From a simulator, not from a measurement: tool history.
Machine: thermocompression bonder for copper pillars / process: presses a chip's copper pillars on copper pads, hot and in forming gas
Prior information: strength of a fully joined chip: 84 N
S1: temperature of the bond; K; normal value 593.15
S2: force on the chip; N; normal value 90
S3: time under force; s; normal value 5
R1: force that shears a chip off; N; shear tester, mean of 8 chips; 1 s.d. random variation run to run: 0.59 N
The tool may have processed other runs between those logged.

Run 1, hour 0.0: usual settings. Result: R1 28.7 N.
Run 2, hour 62.3: usual settings. Result: R1 29.3 N.
Run 3, hour 149.0: usual settings. Result: R1 28.7 N.
Run 4, hour 228.2: usual settings. Result: R1 27.6 N.
Run 5, hour 267.2: usual settings but S3 4 s. Result: R1 24.6 N.
At hour 324.9: forming gas filter changed.
Run 6, hour 348.5: usual settings but S3 4 s. Result: R1 27.7 N.
Run 7, hour 404.4: usual settings but S3 4 s. Result: R1 27.0 N.
Run 8, hour 494.7: usual settings but S3 4 s. Result: R1 24.6 N.
Run 9, hour 544.2: usual settings but S3 4 s. Result: R1 26.2 N.
Run 10, hour 626.3: usual settings but S3 4 s. Result: R1 24.0 N.
At hour 645.0: forming gas filter changed.
Run 11, hour 697.0: usual settings but S3 4 s. Result: R1 27.4 N.
Run 12, hour 786.3: usual settings but S3 4 s. Result: R1 24.7 N.
Run 13, hour 824.1: usual settings but S2 76 N. Result: R1 24.9 N.
Run 14, hour 915.4: usual settings. Result: R1 26.6 N.
At hour 935.3: heater calibrated with a thermocouple chip.
At hour 970.4: forming gas filter changed.
Run 15, hour 985.0: usual settings. Result: R1 30.0 N.
Run 16, hour 1036.1: usual settings but S3 8 s. Result: R1 34.6 N.
Run 17, hour 1124.8: usual settings but S3 8 s. Result: R1 32.9 N.
Run 18, hour 1191.4: usual settings but S3 8 s. Result: R1 32.1 N.
Run 19, hour 1268.8: usual settings but S3 3 s. Result: R1 21.6 N.
At hour 1287.7: heater calibrated with a thermocouple chip, once more.
At hour 1293.8: forming gas filter changed.
Run 20, hour 1359.6: usual settings but S1 599.15 K, S2 86 N, S3 13 s. Result: R1 46.8 N.
Run 21, hour 1414.8: usual settings but S1 580.15 K, S2 85 N, S3 15 s. Result: R1 37.9 N.
Run 22, hour 1459.5: usual settings but S1 572.15 K. Result: R1 22.3 N.
Run 23, hour 1530.4: usual settings but S1 572.15 K. Result: R1 21.0 N.
Run 24, hour 1575.9: usual settings but S1 572.15 K. Result: R1 20.9 N.
At hour 1620.6: forming gas filter changed.
Run 25, hour 1632.8: usual settings but S1 572.15 K. Result: R1 23.0 N.
Run 26, hour 1717.8: usual settings but S1 572.15 K. Result: R1 22.2 N.
Run 27, hour 1798.9: usual settings but S1 600.15 K. Result: R1 33.5 N.
Run 28, hour 1854.8: usual settings but S1 600.15 K. Result: R1 30.7 N.
Run 29, hour 1921.7: usual settings but S1 600.15 K. Result: R1 30.9 N.
At hour 1944.2: forming gas filter changed.
Run 30, hour 2005.5: usual settings but S2 61 N, S3 11 s. Result: R1 33.0 N.
Run 31, hour 2085.0: usual settings but S2 55 N, S3 11 s. Result: R1 31.0 N.
Run 32, hour 2150.1: usual settings but S2 93 N. Result: R1 31.3 N.
Run 33, hour 2238.2: usual settings but S2 93 N, S3 9 s. Result: R1 36.4 N.
At hour 2263.7: forming gas filter changed.
Run 34, hour 2283.6: usual settings but S1 601.15 K, S2 58 N. Result: R1 27.2 N.
Run 35, hour 2363.9: usual settings but S1 598.15 K, S2 77 N. Result: R1 28.9 N.
At hour 2371.8: force cell calibrated.
Run 36, hour 2426.7: usual settings but S1 598.15 K, S2 77 N. Result: R1 28.2 N.
Run 37, hour 2498.1: usual settings but S1 621.15 K, S2 91 N. Result: R1 39.8 N.
At hour 2584.5: forming gas filter changed.
Run 38, hour 2585.0: usual settings but S1 621.15 K, S2 91 N. Result: R1 43.4 N.

Some steps in R1, run to run, broken into two amounts with sign: the step expected even without the hidden condition (settings, incoming material, random variation), and the rest, left for the hidden condition together with whatever gauge scatter is not in both the measured and the hidden-condition-free result:
What the log doesn't record here: true temperature of the bond over the reading, C; force that reaches the chip, % of what is set; oxide that the forming gas leaves, % of the face; drift of the gauge itself on shear_n, %.
Run 19 -> 20: S1 593.15 -> 599.15, S2 90 -> 86, S3 3 -> 13, heater calibrated with a thermocouple chip, once more, forming gas filter changed. R1 +25.2 N: hidden state +3.8, all else +21.4.
Run 21 -> 22: S1 580.15 -> 572.15, S2 85 -> 90, S3 15 -> 5. R1 -15.6 N: hidden state -0.1, all else -15.5.
Run 33 -> 34: S1 593.15 -> 601.15, S2 93 -> 58, S3 9 -> 5, forming gas filter changed. R1 -9.2 N: hidden state +3.7, all else -12.9.
Run 36 -> 37: S1 598.15 -> 621.15, S2 77 -> 91. R1 +11.6 N: hidden state -2.1, all else +13.7.
Run 37 -> 38: forming gas filter changed. R1 +3.6 N: hidden state +3.7, all else -0.1.
